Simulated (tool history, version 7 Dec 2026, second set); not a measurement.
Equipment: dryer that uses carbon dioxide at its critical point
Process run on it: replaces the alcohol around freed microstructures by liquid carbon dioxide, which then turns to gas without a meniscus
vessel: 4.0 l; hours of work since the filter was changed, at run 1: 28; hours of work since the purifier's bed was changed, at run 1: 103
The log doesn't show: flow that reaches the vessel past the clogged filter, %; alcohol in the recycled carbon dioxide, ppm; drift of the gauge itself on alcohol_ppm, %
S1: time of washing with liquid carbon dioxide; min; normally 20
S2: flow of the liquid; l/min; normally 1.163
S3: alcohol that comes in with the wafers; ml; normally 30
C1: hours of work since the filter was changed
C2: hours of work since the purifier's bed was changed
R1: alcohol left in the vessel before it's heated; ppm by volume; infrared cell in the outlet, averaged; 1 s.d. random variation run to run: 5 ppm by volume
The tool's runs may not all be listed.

Run 1, hour 0: usual settings; C1 28; C2 103. Result: R1 56 ppm by volume.
Run 2, hour 13.6: usual settings but S3 40 ml; C1 37; C2 112. Result: R1 75 ppm by volume.
Run 3, hour 25: usual settings but S3 40 ml; C1 44; C2 119. Result: R1 76 ppm by volume.
Run 4, hour 34.1: usual settings but S3 41 ml; C1 50; C2 125. Result: R1 74 ppm by volume.
Run 5, hour 45.5: usual settings but S3 41 ml; C1 57; C2 132. Result: R1 71 ppm by volume.
Run 6, hour 59.6: usual settings but S3 41 ml; C1 66; C2 141. Result: R1 75 ppm by volume.
Run 7, hour 69.3: usual settings but S1 12 min; C1 72; C2 147. Result: R1 341 ppm by volume.
Run 8, hour 75.6: usual settings but S1 12 min; C1 76; C2 151. Result: R1 344 ppm by volume.
Run 9, hour 81.9: usual settings but S1 12 min; C1 80; C2 155. Result: R1 342 ppm by volume.
Run 10, hour 89.7: usual settings but S1 31 min; C1 85; C2 160. Result: R1 26 ppm by volume.
Run 11, hour 99.1: usual settings but S2 0.76 l/min; C1 91; C2 166. Result: R1 256 ppm by volume.
Run 12, hour 110.2: usual settings but S3 95 ml; C1 98; C2 173. Result: R1 172 ppm by volume.
Run 13, hour 116.4: usual settings but S1 30 min; C1 101; C2 177. Result: R1 41 ppm by volume.
Run 14, hour 126.3: usual settings but S3 26 ml; C1 108; C2 183. Result: R1 66 ppm by volume.
Run 15, hour 135.1: usual settings but S2 1.5 l/min, S3 51 ml; C1 113; C2 188. Result: R1 40 ppm by volume.
Run 16, hour 142.4: usual settings but S1 13 min, S2 0.76 l/min, S3 84 ml; C1 118; C2 193. Result: R1 2274 ppm by volume.
Run 17, hour 154.5: usual settings but S2 1.37 l/min; C1 125; C2 201. Result: R1 43 ppm by volume.
Run 18, hour 166.6: usual settings but S1 16 min, S2 1.36 l/min; C1 133; C2 208. Result: R1 92 ppm by volume.
Run 19, hour 174.3: usual settings but S1 15 min, S2 0.73 l/min, S3 104 ml; C1 138; C2 213. Result: R1 2201 ppm by volume.
Run 20, hour 187.1: usual settings but S1 15 min, S2 0.73 l/min, S3 104 ml; C1 146; C2 221. Result: R1 2239 ppm by volume.
Run 21, hour 198: usual settings but S1 15 min, S2 0.73 l/min, S3 52 ml; C1 153; C2 228. Result: R1 1133 ppm by volume.
Run 22, hour 205.6: usual settings but S1 13 min, S3 70 ml; C1 158; C2 233. Result: R1 675 ppm by volume.
Run 23, hour 219.8: usual settings but S1 24 min, S3 28 ml; C1 167; C2 242. Result: R1 51 ppm by volume.
Run 24, hour 233.6: usual settings but S2 1.54 l/min; C1 175; C2 250. Result: R1 45 ppm by volume.
Run 25, hour 246.4: usual settings but S1 23 min, S2 1.93 l/min, S3 102 ml; C1 183; C2 259. Result: R1 40 ppm by volume.
Run 26, hour 254.2: usual settings but S1 23 min, S2 1.93 l/min, S3 102 ml; C1 188; C2 263. Result: R1 38 ppm by volume.

Consider 3 possible next runs. They are alternatives, not a sequence: every one starts from the tool as it was left by run 26. What does each give?
Run A, hour 262.1: usual settings but S1 23 min, S2 1.04 l/min, S3 102 ml; C1 193; C2 268. Result: R1 ?.
Run B, hour 262.1: usual settings but S1 23 min, S2 1.69 l/min, S3 27 ml; C1 193; C2 268. Result: R1 ?.
Run C, hour 262.1: usual settings but S1 15 min; C1 193; C2 268. Result: R1 ?.

run   R1
  A  173
  B   48
  C  193
Without the tool's unlogged condition, the same runs would have read:
run   R1
  A  105
  B   10
  C  129

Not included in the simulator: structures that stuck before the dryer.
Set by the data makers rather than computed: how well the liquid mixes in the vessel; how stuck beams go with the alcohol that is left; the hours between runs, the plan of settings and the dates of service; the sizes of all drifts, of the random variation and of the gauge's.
